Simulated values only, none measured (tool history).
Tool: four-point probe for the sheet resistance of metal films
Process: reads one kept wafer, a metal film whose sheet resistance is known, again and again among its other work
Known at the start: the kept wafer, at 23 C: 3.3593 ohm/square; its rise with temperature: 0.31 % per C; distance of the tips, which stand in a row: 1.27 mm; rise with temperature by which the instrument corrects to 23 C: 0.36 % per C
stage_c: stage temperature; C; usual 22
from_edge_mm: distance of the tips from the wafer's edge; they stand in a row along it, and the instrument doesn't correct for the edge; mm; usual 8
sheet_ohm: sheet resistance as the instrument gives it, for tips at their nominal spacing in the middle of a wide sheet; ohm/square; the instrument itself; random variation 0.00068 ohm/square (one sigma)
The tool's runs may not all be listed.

run 1 day=0.000 | stage_c=22 from_edge_mm=8 | sheet_ohm=3.410606
run 2 day=3.029 | stage_c=22 from_edge_mm=8 | sheet_ohm=3.411399
run 3 day=4.542 | stage_c=22 from_edge_mm=8 | sheet_ohm=3.411712
run 4 day=7.104 | stage_c=22 from_edge_mm=8 | sheet_ohm=3.412031
run 5 day=9.996 | stage_c=22 from_edge_mm=8 | sheet_ohm=3.411519
run 6 day=12.362 | stage_c=22 from_edge_mm=8 | sheet_ohm=3.412017
run 7 day=14.029 | stage_c=22 from_edge_mm=8 | sheet_ohm=3.412318
run 8 day=15.475 | stage_c=22 from_edge_mm=8 | sheet_ohm=3.413063
run 9 day=17.921 | stage_c=22 from_edge_mm=8 | sheet_ohm=3.413654
run 10 day=20.596 | stage_c=22 from_edge_mm=68 | sheet_ohm=3.369004
run 11 day=22.242 | stage_c=22 from_edge_mm=29 | sheet_ohm=3.371021
run 12 day=24.246 | stage_c=22 from_edge_mm=8 | sheet_ohm=3.412776
run 13 day=27.012 | stage_c=22 from_edge_mm=8 | sheet_ohm=3.413780
run 14 day=29.375 | stage_c=22 from_edge_mm=8 | sheet_ohm=3.413491
run 15 day=31.288 | stage_c=22 from_edge_mm=8 | sheet_ohm=3.412270
run 16 day=33.183 | stage_c=18 from_edge_mm=8 | sheet_ohm=3.420930
run 17 day=35.196 | stage_c=18 from_edge_mm=8 | sheet_ohm=3.422154
run 18 day=37.550 | stage_c=22 from_edge_mm=8 | sheet_ohm=3.413761
run 19 day=39.712 | stage_c=22 from_edge_mm=8 | sheet_ohm=3.413238
run 20 day=41.271 | stage_c=22 from_edge_mm=8 | sheet_ohm=3.414545
run 21 day=43.250 | stage_c=18 from_edge_mm=8 | sheet_ohm=3.422458
run 22 day=45.621 | stage_c=23 from_edge_mm=60 | sheet_ohm=3.368564
run 23 day=48.421 | stage_c=29 from_edge_mm=58 | sheet_ohm=3.359812
run 24 day=50.004 | stage_c=29 from_edge_mm=58 | sheet_ohm=3.359385
run 25 day=53.071 | stage_c=29 from_edge_mm=58 | sheet_ohm=3.360186
run 26 day=55.471 | stage_c=23 from_edge_mm=5 | sheet_ohm=3.482083
run 27 day=56.925 | stage_c=23 from_edge_mm=5 | sheet_ohm=3.481961
-- day=57.225 stage's thermometer calibrated
run 28 day=58.429 | stage_c=23 from_edge_mm=5 | sheet_ohm=3.481304
run 29 day=59.971 | stage_c=22 from_edge_mm=57 | sheet_ohm=3.370546
run 30 day=61.400 | stage_c=22 from_edge_mm=8 | sheet_ohm=3.416180
-- day=64.104 stage's thermometer calibrated, once more
run 31 day=64.625 | stage_c=28 from_edge_mm=5 | sheet_ohm=3.475645
run 32 day=66.892 | stage_c=28 from_edge_mm=5 | sheet_ohm=3.476751
run 33 day=68.667 | stage_c=28 from_edge_mm=5 | sheet_ohm=3.475805
run 34 day=70.525 | stage_c=20 from_edge_mm=9 | sheet_ohm=3.412522
run 35 day=72.133 | stage_c=18 from_edge_mm=28 | sheet_ohm=3.383008
run 36 day=74.650 | stage_c=21 from_edge_mm=41 | sheet_ohm=3.378069
run 37 day=77.442 | stage_c=33 from_edge_mm=29 | sheet_ohm=3.358666
run 38 day=80.004 | stage_c=25 from_edge_mm=29 | sheet_ohm=3.371997
run 39 day=82.483 | stage_c=18 from_edge_mm=25 | sheet_ohm=3.386236

Measured less the same run without the tool's hidden state. The same run-to-run variation is in both; the gauge's scatter may not be:
The hidden state here: inner tips' distance over the nominal, %; tips' flats over new ones', %; wafer's true temperature over the reading, C; drift of the gauge itself on sheet_ohm, %.
run=1 sheet_ohm=+0.004920
run=2 sheet_ohm=+0.005192
run=3 sheet_ohm=+0.005333
run=4 sheet_ohm=+0.005574
run=5 sheet_ohm=+0.005816
run=6 sheet_ohm=+0.006020
run=7 sheet_ohm=+0.006140
run=8 sheet_ohm=+0.006258
run=9 sheet_ohm=+0.006459
run=10 sheet_ohm=+0.006602
run=11 sheet_ohm=+0.006747
run=12 sheet_ohm=+0.006996
run=13 sheet_ohm=+0.007217
run=14 sheet_ohm=+0.007387
run=15 sheet_ohm=+0.007518
run=16 sheet_ohm=+0.007721
run=17 sheet_ohm=+0.007892
run=18 sheet_ohm=+0.008093
run=19 sheet_ohm=+0.008262
run=20 sheet_ohm=+0.008390
run=21 sheet_ohm=+0.008561
run=22 sheet_ohm=+0.008676
run=23 sheet_ohm=+0.008929
run=24 sheet_ohm=+0.009077
run=25 sheet_ohm=+0.009343
run=26 sheet_ohm=+0.009839
run=27 sheet_ohm=+0.009962
run=28 sheet_ohm=+0.009201
run=29 sheet_ohm=+0.009077
run=30 sheet_ohm=+0.009304
run=31 sheet_ohm=+0.012131
run=32 sheet_ohm=+0.012301
run=33 sheet_ohm=+0.012445
run=34 sheet_ohm=+0.012403
run=35 sheet_ohm=+0.012452
run=36 sheet_ohm=+0.012678
run=37 sheet_ohm=+0.012861
run=38 sheet_ohm=+0.013111
run=39 sheet_ohm=+0.013349
